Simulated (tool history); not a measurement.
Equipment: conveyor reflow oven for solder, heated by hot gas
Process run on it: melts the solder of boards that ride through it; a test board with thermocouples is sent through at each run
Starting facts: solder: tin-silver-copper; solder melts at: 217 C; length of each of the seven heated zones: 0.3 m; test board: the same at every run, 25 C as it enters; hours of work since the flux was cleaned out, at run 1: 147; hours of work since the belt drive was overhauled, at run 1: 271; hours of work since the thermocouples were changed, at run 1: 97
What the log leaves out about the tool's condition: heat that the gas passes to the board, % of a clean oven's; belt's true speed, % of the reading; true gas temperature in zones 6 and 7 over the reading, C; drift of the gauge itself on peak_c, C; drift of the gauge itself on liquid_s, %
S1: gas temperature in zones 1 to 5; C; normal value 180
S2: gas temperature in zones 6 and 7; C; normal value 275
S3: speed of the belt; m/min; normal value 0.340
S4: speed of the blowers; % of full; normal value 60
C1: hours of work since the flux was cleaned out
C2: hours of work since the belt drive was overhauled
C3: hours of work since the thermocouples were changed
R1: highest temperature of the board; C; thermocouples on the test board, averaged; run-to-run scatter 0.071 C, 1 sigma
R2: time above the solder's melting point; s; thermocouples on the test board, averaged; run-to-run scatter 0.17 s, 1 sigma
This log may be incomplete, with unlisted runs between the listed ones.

Run 1, hour 0.0: usual settings; C1 147; C2 271; C3 97. Result: R1 260.93 C, R2 90.8 s.
Run 2, hour 8.3: usual settings but S3 0.324 m/min; C1 151; C2 275; C3 102. Result: R1 262.17 C, R2 97.0 s.
Run 3, hour 22.9: usual settings but S3 0.324 m/min; C1 159; C2 283; C3 110. Result: R1 262.31 C, R2 96.4 s.
Run 4, hour 30.8: usual settings but S3 0.324 m/min; C1 164; C2 288; C3 114. Result: R1 262.21 C, R2 97.0 s.
Run 5, hour 47.4: usual settings but S3 0.324 m/min; C1 173; C2 297; C3 123. Result: R1 262.11 C, R2 97.1 s.
Run 6, hour 57.4: usual settings but S3 0.324 m/min; C1 178; C2 302; C3 129. Result: R1 262.19 C, R2 96.6 s.
Run 7, hour 66.4: usual settings but S3 0.324 m/min; C1 183; C2 307; C3 134. Result: R1 262.10 C, R2 97.1 s.
Run 8, hour 75.5: usual settings but S3 0.324 m/min; C1 188; C2 312; C3 139. Result: R1 262.21 C, R2 97.0 s.
Run 9, hour 92.4: usual settings; C1 198; C2 321; C3 148. Result: R1 260.60 C, R2 90.7 s.
Run 10, hour 101.9: usual settings; C1 203; C2 327; C3 153. Result: R1 260.55 C, R2 91.2 s.
At hour 117.4: flux residue cleaned out of gas plates and filters.
Run 11, hour 117.4: usual settings but S2 283 C; C1 0; C2 332; C3 159. Result: R1 269.00 C, R2 96.9 s.
Run 12, hour 128.9: usual settings; C1 6; C2 339; C3 165. Result: R1 261.64 C, R2 91.7 s.
Run 13, hour 141.1: usual settings; C1 13; C2 345; C3 172. Result: R1 261.75 C, R2 91.9 s.
Run 14, hour 154.7: usual settings; C1 20; C2 353; C3 179. Result: R1 261.81 C, R2 92.1 s.
Run 15, hour 163.7: usual settings; C1 25; C2 358; C3 184. Result: R1 261.63 C, R2 92.1 s.
Run 16, hour 175.8: usual settings; C1 32; C2 364; C3 191. Result: R1 261.55 C, R2 91.6 s.
Run 17, hour 187.6: usual settings but S3 0.310 m/min, S4 81 % of full; C1 39; C2 371; C3 198. Result: R1 268.42 C, R2 106.8 s.
Run 18, hour 198.4: usual settings but S1 168 C, S2 264 C, S3 0.278 m/min; C1 45; C2 377; C3 203. Result: R1 255.16 C, R2 102.0 s.
Run 19, hour 213.1: usual settings but S1 188 C, S2 264 C, S3 0.278 m/min; C1 53; C2 385; C3 212. Result: R1 257.01 C, R2 115.7 s.
Run 20, hour 226.9: usual settings but S1 191 C, S2 274 C, S3 0.315 m/min; C1 60; C2 393; C3 219. Result: R1 264.17 C, R2 108.0 s.
Run 21, hour 234.7: usual settings but S2 277 C, S4 65 % of full; C1 64; C2 397; C3 223. Result: R1 264.73 C, R2 94.9 s.
Run 22, hour 243.8: usual settings but S2 277 C, S4 65 % of full; C1 69; C2 402; C3 228. Result: R1 264.73 C, R2 94.3 s.
Run 23, hour 251.8: usual settings but S1 190 C, S2 277 C, S4 67 % of full; C1 74; C2 406; C3 233. Result: R1 266.53 C, R2 100.9 s.
Run 24, hour 267.9: usual settings but S1 185 C, S2 277 C, S4 67 % of full; C1 83; C2 415; C3 242. Result: R1 265.74 C, R2 97.5 s.
Run 25, hour 282.7: usual settings but S4 51 % of full; C1 91; C2 423; C3 250. Result: R1 258.59 C, R2 88.8 s.
Run 26, hour 297.6: usual settings but S1 181 C, S4 78 % of full; C1 99; C2 431; C3 258. Result: R1 265.89 C, R2 96.1 s.
Run 27, hour 304.9: usual settings but S3 0.397 m/min; C1 103; C2 435; C3 262. Result: R1 256.38 C, R2 73.9 s.
Run 28, hour 314.3: usual settings but S1 192 C, S2 271 C, S3 0.397 m/min, S4 77 % of full; C1 108; C2 441; C3 267. Result: R1 259.72 C, R2 83.1 s.
Run 29, hour 330.4: usual settings but S1 176 C, S2 271 C, S3 0.295 m/min, S4 77 % of full; C1 117; C2 449; C3 276. Result: R1 264.20 C, R2 108.1 s.
Run 30, hour 341.0: usual settings but S1 176 C, S2 271 C, S3 0.295 m/min, S4 66 % of full; C1 123; C2 455; C3 282. Result: R1 262.36 C, R2 105.7 s.
Run 31, hour 354.7: usual settings but S1 177 C, S2 280 C, S4 85 % of full; C1 130; C2 463; C3 289. Result: R1 271.13 C, R2 97.7 s.

Consider 4 possible next runs. They are alternatives, not a sequence: every one starts from the tool as it was left by run 31. What does each give?
Run A, hour 371.3: usual settings but S2 280 C, S3 0.293 m/min, S4 53 % of full; C1 139; C2 472; C3 298. Result: R1 ?, R2 ?.
Run B, hour 371.3: usual settings but S1 192 C, S2 280 C, S4 85 % of full; C1 139; C2 472; C3 298. Result: R1 ?, R2 ?.
Run C, hour 371.3: usual settings but S1 187 C, S2 263 C, S4 51 % of full; C1 139; C2 472; C3 298. Result: R1 ?, R2 ?.
Run D, hour 371.3: usual settings but S1 172 C, S2 280 C, S4 85 % of full; C1 139; C2 472; C3 298. Result: R1 ?, R2 ?.

run      R1     R2
  A  268.11  112.4
  B  272.61  104.8
  C  249.22   84.4
  D  270.74   94.9
What these runs would have given with no unlogged condition in the tool:
run      R1     R2
  A  268.10  111.1
  B  272.83  103.6
  C  249.22   83.4
  D  271.06   94.0
